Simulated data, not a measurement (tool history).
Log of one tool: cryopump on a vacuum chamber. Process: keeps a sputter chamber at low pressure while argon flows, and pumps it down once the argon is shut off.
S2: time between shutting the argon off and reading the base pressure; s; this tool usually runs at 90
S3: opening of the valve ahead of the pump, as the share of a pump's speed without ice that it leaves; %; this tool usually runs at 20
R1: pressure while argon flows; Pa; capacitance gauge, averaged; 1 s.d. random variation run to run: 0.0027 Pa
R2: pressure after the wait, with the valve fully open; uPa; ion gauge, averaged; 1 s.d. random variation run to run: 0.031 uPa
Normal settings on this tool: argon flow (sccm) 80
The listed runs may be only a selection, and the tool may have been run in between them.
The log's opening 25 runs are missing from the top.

run 26 hour=576.6 | argon_flow_(sccm)=43 S2=74 S3=21 | R1=0.3520 R2=2.10
run 27 hour=605.0 | argon_flow_(sccm)=69 S2=30 S3=20 | R1=0.5906 R2=4.41
run 28 hour=634.0 | argon_flow_(sccm)=80 S2=90 S3=32 | R1=0.4381 R2=1.89
run 29 hour=650.7 | argon_flow_(sccm)=156 S2=295 S3=18 | R1=1.4837 R2=0.98
run 30 hour=678.7 | argon_flow_(sccm)=80 S2=205 S3=17 | R1=0.8130 R2=1.10
run 31 hour=695.3 | argon_flow_(sccm)=63 S2=205 S3=17 | R1=0.6379 R2=1.11
run 32 hour=726.8 | argon_flow_(sccm)=63 S2=205 S3=17 | R1=0.6392 R2=1.18
run 33 hour=754.1 | argon_flow_(sccm)=33 S2=90 S3=20 | R1=0.2889 R2=1.91

Run 34 is up next; what results do you expect?
run 34 hour=776.1 | argon_flow_(sccm)=33 S2=90 S3=20 | R1=? R2=?

{"run 34": {"R1": 0.2874, "R2": 1.94}}
Without the tool's hidden state the same run would have given R1 0.2774 Pa, R2 1.61 uPa.
